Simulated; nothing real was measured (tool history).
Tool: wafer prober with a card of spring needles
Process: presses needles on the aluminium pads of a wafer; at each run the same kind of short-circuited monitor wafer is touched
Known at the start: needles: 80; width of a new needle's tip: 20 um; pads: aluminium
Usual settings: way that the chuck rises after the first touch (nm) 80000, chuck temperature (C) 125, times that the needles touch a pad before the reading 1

| run | hour | way that the chuck rises after the first touch (nm) | chuck temperature (C) | times that the needles touch a pad before the reading | resistance of one needle with its contact and lead (mohm) | way that a needle slides on the pad (nm) |
|---|---|---|---|---|---|---|
| 1 | 0.0 | 80000 | 125 | 1 | 241 | 19890 |
|  | 2.6 | tips cleaned on abrasive film |
|  | 16.4 | tips cleaned on abrasive film |
| 2 | 26.5 | 80000 | 125 | 1 | 249 | 19820 |
|  | 29.7 | tips cleaned on abrasive film |
|  | 43.2 | tips cleaned on abrasive film |
| 3 | 49.4 | 80000 | 125 | 1 | 248 | 19770 |
|  | 57.3 | tips cleaned on abrasive film |
|  | 70.2 | tips cleaned on abrasive film |
| 4 | 78.4 | 80000 | 125 | 1 | 246 | 19880 |
|  | 83.0 | tips cleaned on abrasive film |
| 5 | 92.1 | 80000 | 44 | 1 | 227 | 19830 |
|  | 96.0 | tips cleaned on abrasive film |
| 6 | 105.7 | 80000 | 44 | 1 | 223 | 19810 |
|  | 109.3 | tips cleaned on abrasive film |
|  | 124.1 | tips cleaned on abrasive film |
| 7 | 125.1 | 66000 | 125 | 1 | 249 | 16330 |
|  | 136.8 | tips cleaned on abrasive film |
| 8 | 145.2 | 80000 | 125 | 1 | 245 | 19780 |
|  | 150.0 | tips cleaned on abrasive film |
|  | 165.2 | tips cleaned on abrasive film |
| 9 | 171.3 | 80000 | 125 | 1 | 249 | 19790 |
|  | 178.7 | tips cleaned on abrasive film |
| 10 | 187.9 | 80000 | 125 | 1 | 246 | 19780 |
|  | 192.2 | tips cleaned on abrasive film |
|  | 206.3 | tips cleaned on abrasive film |
| 11 | 206.4 | 89000 | 125 | 1 | 247 | 21990 |
|  | 220.1 | tips cleaned on abrasive film |
| 12 | 227.7 | 89000 | 41 | 1 | 223 | 21980 |
|  | 233.2 | tips cleaned on abrasive film |
|  | 243.5 | height of the first contact set anew |
|  | 246.4 | tips cleaned on abrasive film |
| 13 | 246.4 | 89000 | 41 | 1 | 225 | 22070 |
|  | 260.0 | tips cleaned on abrasive film |
| 14 | 262.0 | 80000 | 45 | 1 | 225 | 19750 |
|  | 275.0 | tips cleaned on abrasive film |
|  | 287.7 | tips cleaned on abrasive film |
| 15 | 288.1 | 80000 | 45 | 1 | 225 | 19680 |
|  | 300.8 | tips cleaned on abrasive film |
| 16 | 311.6 | 90000 | 45 | 1 | 226 | 22250 |
|  | 313.6 | tips cleaned on abrasive film |
|  | 327.6 | tips cleaned on abrasive film |
| 17 | 336.8 | 81000 | 53 | 3 | 223 | 19970 |
|  | 340.3 | tips cleaned on abrasive film |
|  | 354.0 | tips cleaned on abrasive film |
| 18 | 361.7 | 64000 | 55 | 2 | 228 | 15780 |
|  | 367.5 | tips cleaned on abrasive film |
|  | 380.7 | tips cleaned on abrasive film |
| 19 | 385.4 | 64000 | 55 | 2 | 231 | 15700 |
|  | 393.8 | tips cleaned on abrasive film |
|  | 400.3 | gauge calibrated |
|  | 406.5 | tips cleaned on abrasive film |
| 20 | 408.5 | 64000 | 55 | 2 | 229 | 15870 |
|  | 420.2 | tips cleaned on abrasive film |
| 21 | 431.4 | 84000 | 38 | 3 | 225 | 20890 |
|  | 434.0 | tips cleaned on abrasive film |
|  | 447.8 | tips cleaned on abrasive film |
| 22 | 448.4 | 84000 | 38 | 3 | 222 | 20880 |
|  | 460.8 | tips cleaned on abrasive film |
| 23 | 460.8 | 84000 | 38 | 3 | 226 | 20860 |
|  | 474.6 | tips cleaned on abrasive film |
| 24 | 479.9 | 63000 | 42 | 2 | 231 | 15630 |
|  | 487.6 | tips cleaned on abrasive film |
| 25 | 497.6 | 80000 | 122 | 2 | 243 | 19870 |
|  | 502.3 | tips cleaned on abrasive film |
|  | 515.5 | tips cleaned on abrasive film |
| 26 | 515.5 | 91000 | 98 | 1 | 236 | 22530 |
|  | 529.9 | tips cleaned on abrasive film |
| 27 | 534.4 | 91000 | 98 | 1 | 237 | 22540 |
|  | 543.1 | tips cleaned on abrasive film |
| 28 | 549.6 | 79000 | 29 | 2 | 224 | 19520 |
|  | 553.4 | height of the first contact set anew |
|  | 556.6 | tips cleaned on abrasive film |
| 29 | 562.9 | 80000 | 125 | 2 | 246 | 19800 |
|  | 570.3 | tips cleaned on abrasive film |
| 30 | 581.7 | 66000 | 125 | 1 | 248 | 16320 |

The same runs without the tool's hidden state, with the same run-to-run variation:
The hidden state here: debris on the tips, nm; way that the needles fall short of the set height, um; tips' diameter, um; drift of the gauge itself on contact_mohm, %; drift of the gauge itself on scrub_um, %.
| run | way that a needle slides on the pad (nm) |
|---|---|
| 1 | 19890 |
| 2 | 19840 |
| 3 | 19800 |
| 4 | 19930 |
| 5 | 19880 |
| 6 | 19870 |
| 7 | 16390 |
| 8 | 19860 |
| 9 | 19870 |
| 10 | 19870 |
| 11 | 22110 |
| 12 | 22110 |
| 13 | 22200 |
| 14 | 19880 |
| 15 | 19820 |
| 16 | 22420 |
| 17 | 20140 |
| 18 | 15920 |
| 19 | 15850 |
| 20 | 15880 |
| 21 | 20900 |
| 22 | 20910 |
| 23 | 20890 |
| 24 | 15670 |
| 25 | 19920 |
| 26 | 22600 |
| 27 | 22620 |
| 28 | 19600 |
| 29 | 19880 |
| 30 | 16400 |
resistance of one needle with its contact and lead (mohm): within 1 of the measured result in every run.

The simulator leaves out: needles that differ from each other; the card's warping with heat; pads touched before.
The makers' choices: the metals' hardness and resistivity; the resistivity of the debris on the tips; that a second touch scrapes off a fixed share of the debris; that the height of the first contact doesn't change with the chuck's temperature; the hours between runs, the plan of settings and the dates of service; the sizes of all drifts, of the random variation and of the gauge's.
